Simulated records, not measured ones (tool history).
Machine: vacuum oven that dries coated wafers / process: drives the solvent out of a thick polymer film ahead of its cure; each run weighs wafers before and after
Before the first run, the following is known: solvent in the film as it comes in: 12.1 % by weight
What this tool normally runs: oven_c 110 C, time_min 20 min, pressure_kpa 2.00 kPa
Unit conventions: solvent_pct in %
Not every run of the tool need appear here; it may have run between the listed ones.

| run | hour | oven_c | time_min | pressure_kpa | solvent_pct |
|---|---|---|---|---|---|
| 1 | 0.0 | 110 | 20 | 2.00 | 2.07 |
| 2 | 5.4 | 110 | 20 | 2.00 | 2.07 |
| 3 | 17.1 | 110 | 20 | 2.00 | 2.07 |
| 4 | 23.9 | 110 | 20 | 2.00 | 2.09 |
| 5 | 35.0 | 110 | 20 | 1.06 | 1.53 |
| 6 | 40.4 | 110 | 20 | 1.06 | 1.54 |
| 7 | 48.2 | 110 | 20 | 1.06 | 1.53 |
| 8 | 55.8 | 110 | 12 | 2.00 | 3.37 |
| 9 | 66.9 | 110 | 20 | 2.00 | 2.07 |
| 10 | 73.0 | 117 | 20 | 2.00 | 1.31 |
| 11 | 79.6 | 117 | 20 | 2.00 | 1.31 |
| 12 | 85.0 | 110 | 25 | 2.00 | 1.69 |
|  | 87.9 | oven's thermocouples calibrated |
| 13 | 94.9 | 110 | 25 | 2.00 | 1.69 |
| 14 | 105.4 | 110 | 25 | 2.00 | 1.69 |
| 15 | 116.5 | 110 | 25 | 2.00 | 1.70 |
| 16 | 126.4 | 108 | 25 | 2.00 | 1.95 |
|  | 131.3 | oven's thermocouples calibrated, once more |
| 17 | 140.4 | 108 | 25 | 2.00 | 1.97 |
| 18 | 146.1 | 110 | 20 | 2.09 | 2.19 |
| 19 | 158.6 | 110 | 20 | 2.09 | 2.18 |
| 20 | 170.3 | 112 | 18 | 2.93 | 2.56 |
| 21 | 179.6 | 106 | 20 | 6.32 | 5.55 |
| 22 | 188.6 | 106 | 20 | 6.32 | 5.53 |
| 23 | 198.7 | 106 | 20 | 6.32 | 5.51 |
| 24 | 210.0 | 107 | 20 | 1.33 | 2.16 |
| 25 | 220.5 | 106 | 10 | 2.00 | 4.77 |
| 26 | 231.4 | 119 | 20 | 2.00 | 1.18 |
| 27 | 238.1 | 103 | 20 | 7.96 | 7.38 |

Below are 4 alternative next runs, each starting from the tool's condition after run 27. Predict each:
| A | 243.3 | 101 | 14 | 1.08 | ? |
| B | 243.3 | 110 | 12 | 2.48 | ? |
| C | 243.3 | 105 | 11 | 1.16 | ? |
| D | 243.3 | 96 | 27 | 2.21 | ? |

| run | solvent_pct |
|---|---|
| A | 4.23 |
| B | 3.67 |
| C | 4.24 |
| D | 4.09 |
Without the tool's hidden state the same runs would have given:
| run | solvent_pct |
|---|---|
| A | 4.26 |
| B | 3.69 |
| C | 4.27 |
| D | 4.11 |

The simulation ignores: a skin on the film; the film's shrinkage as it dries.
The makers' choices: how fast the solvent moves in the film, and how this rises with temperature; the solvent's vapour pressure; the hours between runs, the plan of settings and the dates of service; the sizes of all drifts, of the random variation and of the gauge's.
